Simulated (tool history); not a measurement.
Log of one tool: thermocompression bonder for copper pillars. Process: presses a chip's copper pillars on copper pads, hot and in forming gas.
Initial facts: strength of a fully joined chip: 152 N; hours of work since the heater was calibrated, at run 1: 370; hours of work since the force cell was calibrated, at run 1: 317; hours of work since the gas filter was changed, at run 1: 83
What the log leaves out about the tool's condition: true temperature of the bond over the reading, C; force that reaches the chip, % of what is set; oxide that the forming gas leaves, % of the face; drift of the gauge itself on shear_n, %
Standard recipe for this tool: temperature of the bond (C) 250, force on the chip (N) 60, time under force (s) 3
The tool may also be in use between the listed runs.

run,hour,temperature of the bond (C),force on the chip (N),time under force (s),hours of work since the heater was calibrated,hours of work since the force cell was calibrated,hours of work since the gas filter was changed,force that shears a chip off (N)
1,0,250,60,3,370,317,83,61.2
2,16.9,250,60,3,378,325,90,59.3
3,33.1,247,60,3,385,332,98,55.1
4,49.9,250,60,3,393,339,105,58.1
5,57.4,271,60,3,396,343,109,74
6,75,271,60,3,404,351,117,74.1
7,90.1,271,60,3,411,357,123,73.9
8,105.4,237,60,3,418,364,130,48.7
# hour 112.9: forming gas filter changed
9,120.9,271,60,3,424,371,4,78.9
10,138.3,271,60,3,432,379,11,78
11,148.1,250,60,3,437,383,16,62.4
12,163.2,250,60,3,443,390,23,61.7
13,179.6,250,60,3,451,397,30,62.2
14,195.6,250,60,3,458,405,37,62.2
15,210,250,60,3,464,411,44,60.6
16,224.5,250,60,2,471,418,50,52.3
17,241.9,250,60,2,479,425,58,52.7
18,259.1,250,60,4,486,433,66,65.9
19,272.7,250,60,4,493,439,72,65.1
20,280.3,250,60,4,496,443,75,65.2
21,289.3,250,47,4,500,447,79,55.7
22,300.5,250,47,4,505,452,84,54.9
23,308.3,250,47,2,509,455,88,42.2
24,317.3,250,47,2,513,459,92,40.3
25,333.3,250,47,2,520,466,99,40.4
26,343.4,250,75,7,524,471,104,92.9
27,358.5,249,73,2,531,478,110,58.6
28,375,232,38,2,538,485,118,25.2
29,388.3,235,65,2,544,491,124,42.1
30,400.6,242,73,2,550,497,129,51.8
# hour 409.3: forming gas filter changed
31,415,242,73,2,556,503,3,56.6
32,423.3,242,41,2,560,507,6,34.2
33,441,237,60,2,568,515,14,43.9
34,449.8,258,88,3,572,518,18,89.8
35,460.1,270,59,6,576,523,23,94.5
36,472.6,249,52,8,582,529,28,77.4
37,489,249,73,3,589,536,36,71

Here are 5 independent what-if runs from the current tool condition. What would each one return?
A,505.2,249,43,3,597,543,43,?
B,505.2,279,36,3,597,543,43,?
C,505.2,273,63,3,597,543,43,?
D,505.2,250,37,5,597,543,43,?
E,505.2,249,73,3,597,543,43,?

run,force that shears a chip off (N)
A,45
B,57.2
C,81.4
D,50.2
E,68.8
Take away the tool's hidden state, keep each run's random variation, and the runs would have read:
run,force that shears a chip off (N)
A,45.6
B,58
C,82.7
D,50.9
E,69.8
